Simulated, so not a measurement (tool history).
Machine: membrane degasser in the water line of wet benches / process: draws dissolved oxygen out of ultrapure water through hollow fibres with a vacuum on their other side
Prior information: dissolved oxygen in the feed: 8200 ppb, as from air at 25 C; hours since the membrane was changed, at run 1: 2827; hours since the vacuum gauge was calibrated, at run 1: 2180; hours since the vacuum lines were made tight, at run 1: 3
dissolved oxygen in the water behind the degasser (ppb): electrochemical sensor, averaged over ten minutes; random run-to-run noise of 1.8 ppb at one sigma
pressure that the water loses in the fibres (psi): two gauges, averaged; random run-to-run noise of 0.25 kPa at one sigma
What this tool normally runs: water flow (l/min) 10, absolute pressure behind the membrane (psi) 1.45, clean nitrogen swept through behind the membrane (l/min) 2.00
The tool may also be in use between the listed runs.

run    hour  water flow (l/min)  absolute pressure behind the membrane (psi)  clean nitrogen swept through behind the membrane (l/min)  hours since the membrane was changed  hours since the vacuum gauge was calibrated  hours since the vacuum lines were made tight  dissolved oxygen in the water behind the degasser (ppb)  pressure that the water loses in the fibres (psi)
  1     0.0                  10                                         1.45                                                      2.00                                  2827                                         2180                                             3                                                    187.2                                             10.106
  2    83.3                  10                                         1.45                                                      2.00                                  2910                                         2263                                            86                                                    186.5                                             10.150
  3   165.6                  10                                         1.45                                                      2.00                                  2993                                         2346                                           168                                                    187.4                                             10.166
  4   274.4                  10                                         1.45                                                      2.00                                  3102                                         2455                                           277                                                    191.3                                             10.201
  5   364.3                  10                                         1.45                                                      2.00                                  3191                                         2544                                           367                                                    192.2                                             10.163
  6   452.3                  10                                         1.45                                                      2.00                                  3279                                         2632                                           455                                                    192.3                                             10.150
  7   510.0                  10                                         1.45                                                      2.00                                  3337                                         2690                                           513                                                    188.7                                             10.203
  8   576.9                  10                                         1.45                                                      2.00                                  3404                                         2757                                           580                                                    194.6                                             10.158
  9   629.8                  10                                         1.45                                                      2.00                                  3457                                         2810                                           633                                                    191.0                                             10.124
 10   684.9                  10                                         1.04                                                      2.00                                  3512                                         2865                                           688                                                    159.2                                             10.171
 11   770.2                  10                                         1.04                                                      2.00                                  3597                                         2950                                           773                                                    159.5                                             10.270
 12   848.0                  10                                         2.05                                                      2.00                                  3675                                         3028                                           851                                                    244.4                                             10.145
 13   928.5                  10                                         2.05                                                      2.00                                  3756                                         3109                                           931                                                    243.4                                             10.248
 14  1055.8                  10                                         2.05                                                      2.00                                  3883                                         3236                                          1059                                                    247.1                                             10.142
 15  1162.9                  10                                         2.05                                                      2.00                                  3990                                         3343                                          1166                                                    241.1                                             10.148
 16  1272.8                  10                                         1.45                                                      2.00                                  4100                                         3453                                          1276                                                    192.7                                             10.193
 17  1397.5                  10                                         1.45                                                      2.00                                  4225                                         3578                                          1400                                                    192.1                                             10.227
 18  1515.6                  10                                         1.45                                                      2.00                                  4343                                         3696                                          1518                                                    197.6                                             10.279
 19  1642.3                   9                                         1.51                                                      1.14                                  4469                                         3822                                          1645                                                    237.9                                              9.190
     1651.9  -- vacuum gauge calibrated
 20  1718.8                  10                                         1.32                                                      3.66                                  4545                                           67                                          1721                                                    153.2                                             10.280
 21  1843.0                  10                                         1.32                                                      0.98                                  4670                                          191                                          1845                                                    258.3                                             10.256
 22  1912.5                   7                                         1.44                                                      2.26                                  4739                                          261                                          1915                                                    117.4                                              7.162
 23  1992.7                   7                                         1.44                                                      2.26                                  4819                                          341                                          1995                                                    116.0                                              7.214
 24  2057.5                  13                                         2.52                                                      3.67                                  4884                                          406                                          2060                                                    287.9                                             13.381
 25  2139.0                  13                                         2.52                                                      3.67                                  4966                                          487                                          2141                                                    294.0                                             13.401
 26  2259.9                  12                                         1.22                                                      2.00                                  5087                                          608                                          2262                                                    227.4                                             12.320
     2284.0  -- vacuum gauge calibrated, once more
 27  2316.8                  12                                         1.22                                                      2.00                                  5143                                           33                                          2319                                                    225.7                                             12.318
 28  2407.3                  12                                         1.22                                                      3.24                                  5233                                          123                                          2409                                                    194.7                                             12.366
 29  2487.9                  14                                         1.45                                                      2.16                                  5314                                          204                                          2490                                                    300.6                                             14.299
 30  2605.8                  14                                         1.45                                                      2.16                                  5432                                          322                                          2608                                                    291.8                                             14.475
 31  2670.9                  14                                         2.63                                                      2.16                                  5497                                          387                                          2673                                                    418.3                                             14.433

Same runs, no hidden state in the tool, same run-to-run variation:
What the log doesn't record here: membrane still open, %; true pressure behind the membrane over the reading, kPa; air that leaks in behind the membrane, l/min; drift of the gauge itself on oxygen_ppb, %; drift of the gauge itself on loss_of_pressure_kpa, %.
run  dissolved oxygen in the water behind the degasser (ppb)  pressure that the water loses in the fibres (psi)
  1                                                    176.2                                              9.899
  2                                                    175.3                                              9.937
  3                                                    175.7                                              9.947
  4                                                    179.0                                              9.973
  5                                                    179.5                                              9.929
  6                                                    179.2                                              9.910
  7                                                    175.6                                              9.958
  8                                                    180.9                                              9.909
  9                                                    177.4                                              9.873
 10                                                    145.3                                              9.913
 11                                                    145.3                                             10.005
 12                                                    229.3                                              9.879
 13                                                    228.1                                              9.973
 14                                                    231.0                                              9.860
 15                                                    225.0                                              9.858
 16                                                    176.4                                              9.894
 17                                                    175.4                                              9.918
 18                                                    179.9                                              9.960
 19                                                    219.4                                              8.897
 20                                                    135.7                                              9.948
 21                                                    234.2                                              9.915
 22                                                    104.1                                              6.920
 23                                                    102.8                                              6.968
 24                                                    262.7                                             12.916
 25                                                    267.9                                             12.929
 26                                                    201.0                                             11.874
 27                                                    203.4                                             11.867
 28                                                    172.7                                             11.908
 29                                                    272.7                                             13.758
 30                                                    264.0                                             13.919
 31                                                    389.3                                             13.870
